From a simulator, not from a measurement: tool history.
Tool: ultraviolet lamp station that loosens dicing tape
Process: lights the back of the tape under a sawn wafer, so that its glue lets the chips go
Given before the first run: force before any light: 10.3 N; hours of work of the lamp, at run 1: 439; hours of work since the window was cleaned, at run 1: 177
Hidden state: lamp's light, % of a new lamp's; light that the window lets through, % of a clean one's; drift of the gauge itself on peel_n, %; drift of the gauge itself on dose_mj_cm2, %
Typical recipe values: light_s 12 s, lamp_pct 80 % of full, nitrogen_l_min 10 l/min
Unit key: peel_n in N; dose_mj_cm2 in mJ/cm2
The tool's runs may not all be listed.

| run | hour | light_s | lamp_pct | nitrogen_l_min | hours of work of the lamp | hours of work since the window was cleaned | peel_n | dose_mj_cm2 |
|---|---|---|---|---|---|---|---|---|
| 1 | 0.0 | 12 | 80 | 10 | 439 | 177 | 0.606 | 447 |
| 2 | 16.9 | 12 | 80 | 10 | 447 | 185 | 0.633 | 447 |
| 3 | 34.3 | 12 | 80 | 10 | 455 | 193 | 0.649 | 446 |
| 4 | 55.4 | 12 | 80 | 10 | 466 | 204 | 0.618 | 444 |
|  | 58.0 | window cleaned of glue's vapour |
| 5 | 75.0 | 12 | 80 | 10 | 475 | 8 | 0.641 | 439 |
| 6 | 92.5 | 12 | 80 | 10 | 484 | 17 | 0.642 | 439 |
| 7 | 107.7 | 12 | 80 | 10 | 491 | 24 | 0.660 | 438 |
| 8 | 118.2 | 9 | 72 | 5 | 496 | 29 | 1.964 | 294 |
|  | 135.6 | window cleaned of glue's vapour, once more |
| 9 | 136.9 | 9 | 67 | 3 | 505 | 1 | 2.467 | 276 |
| 10 | 158.2 | 9 | 67 | 3 | 516 | 11 | 2.585 | 275 |
| 11 | 173.7 | 6 | 67 | 3 | 523 | 19 | 3.968 | 188 |
| 12 | 194.3 | 20 | 92 | 3 | 533 | 29 | 0.232 | 848 |
| 13 | 211.7 | 17 | 62 | 8 | 542 | 37 | 0.565 | 483 |
| 14 | 228.0 | 17 | 62 | 8 | 550 | 45 | 0.583 | 480 |

Selected run-to-run steps in peel_n, each split into two signed amounts: the part the tool would show with no hidden state at all (from settings, incoming material and random variation), and the remainder, which goes to the hidden state together with any gauge scatter not common to the measured and the hidden-state-free results:
Run 11 -> 12: light_s 6 -> 20, lamp_pct 67 -> 92. peel_n -3.736 N: hidden state -0.431, all else -3.305.
